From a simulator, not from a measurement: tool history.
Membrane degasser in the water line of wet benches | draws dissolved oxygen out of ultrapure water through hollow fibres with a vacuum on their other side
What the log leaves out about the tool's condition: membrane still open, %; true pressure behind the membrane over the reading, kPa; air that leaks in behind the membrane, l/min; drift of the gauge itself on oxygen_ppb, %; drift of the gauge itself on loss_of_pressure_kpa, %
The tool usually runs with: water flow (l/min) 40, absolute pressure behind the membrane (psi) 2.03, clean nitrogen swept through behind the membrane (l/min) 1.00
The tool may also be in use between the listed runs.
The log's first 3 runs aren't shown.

| run | hour | water flow (l/min) | absolute pressure behind the membrane (psi) | clean nitrogen swept through behind the membrane (l/min) | hours since the membrane was changed | hours since the vacuum gauge was calibrated | hours since the vacuum lines were made tight | dissolved oxygen in the water behind the degasser (ppb) | pressure that the water loses in the fibres (psi) |
|---|---|---|---|---|---|---|---|---|---|
| 4 | 117.2 | 40 | 2.03 | 1.09 | 681 | 600 | 5779 | 752.0 | 5.221 |
| 5 | 161.2 | 40 | 2.03 | 1.09 | 725 | 644 | 5823 | 750.1 | 5.187 |
| 6 | 205.3 | 40 | 2.03 | 1.09 | 769 | 688 | 5867 | 750.3 | 5.129 |
| 7 | 247.4 | 40 | 2.03 | 1.09 | 811 | 730 | 5910 | 751.5 | 5.169 |
| 8 | 307.1 | 40 | 2.03 | 1.54 | 871 | 790 | 5969 | 573.8 | 5.172 |
| 9 | 343.6 | 40 | 2.03 | 1.54 | 907 | 826 | 6006 | 571.7 | 5.197 |
| 10 | 399.2 | 40 | 2.03 | 1.54 | 963 | 882 | 6061 | 573.6 | 5.160 |
| 11 | 431.3 | 40 | 2.07 | 1.00 | 995 | 914 | 6093 | 820.1 | 5.191 |
| 12 | 458.1 | 40 | 2.07 | 1.00 | 1022 | 941 | 6120 | 823.2 | 5.198 |
| 13 | 499.1 | 40 | 2.03 | 1.00 | 1063 | 982 | 6161 | 800.6 | 5.146 |
| 14 | 532.7 | 40 | 2.03 | 1.00 | 1096 | 1015 | 6195 | 800.7 | 5.153 |
| 15 | 586.8 | 49 | 2.03 | 1.00 | 1150 | 1069 | 6249 | 933.8 | 6.283 |
| 16 | 647.3 | 62 | 2.03 | 1.00 | 1211 | 1130 | 6309 | 1116.3 | 7.970 |
| 17 | 706.3 | 40 | 2.03 | 0.43 | 1270 | 1189 | 6368 | 1404.6 | 5.144 |
| 18 | 738.2 | 40 | 2.03 | 0.43 | 1302 | 1221 | 6400 | 1406.1 | 5.144 |
| 19 | 791.3 | 40 | 4.03 | 2.44 | 1355 | 1274 | 6453 | 836.1 | 5.104 |
| 20 | 851.8 | 61 | 1.96 | 2.44 | 1415 | 1334 | 6514 | 555.1 | 7.832 |
| 21 | 898.2 | 47 | 1.96 | 0.93 | 1462 | 1381 | 6560 | 913.5 | 6.042 |
| 22 | 934.2 | 46 | 5.08 | 0.69 | 1498 | 1417 | 6596 | 2765.3 | 5.851 |
| 23 | 979.7 | 46 | 5.08 | 0.69 | 1543 | 1462 | 6642 | 2770.4 | 5.935 |

For run 24, what comes out?
| 24 | 1025.5 | 59 | 1.33 | 1.00 | 1589 | 1508 | 6688 | ? | ? |

{"run 24": {"dissolved oxygen in the water behind the degasser (ppb)": 638.1, "pressure that the water loses in the fibres (psi)": 7.496}}
On a tool with no hidden condition, and with the same random variation, this run would have come out at dissolved oxygen in the water behind the degasser (ppb) 638.0, pressure that the water loses in the fibres (psi) 7.633.
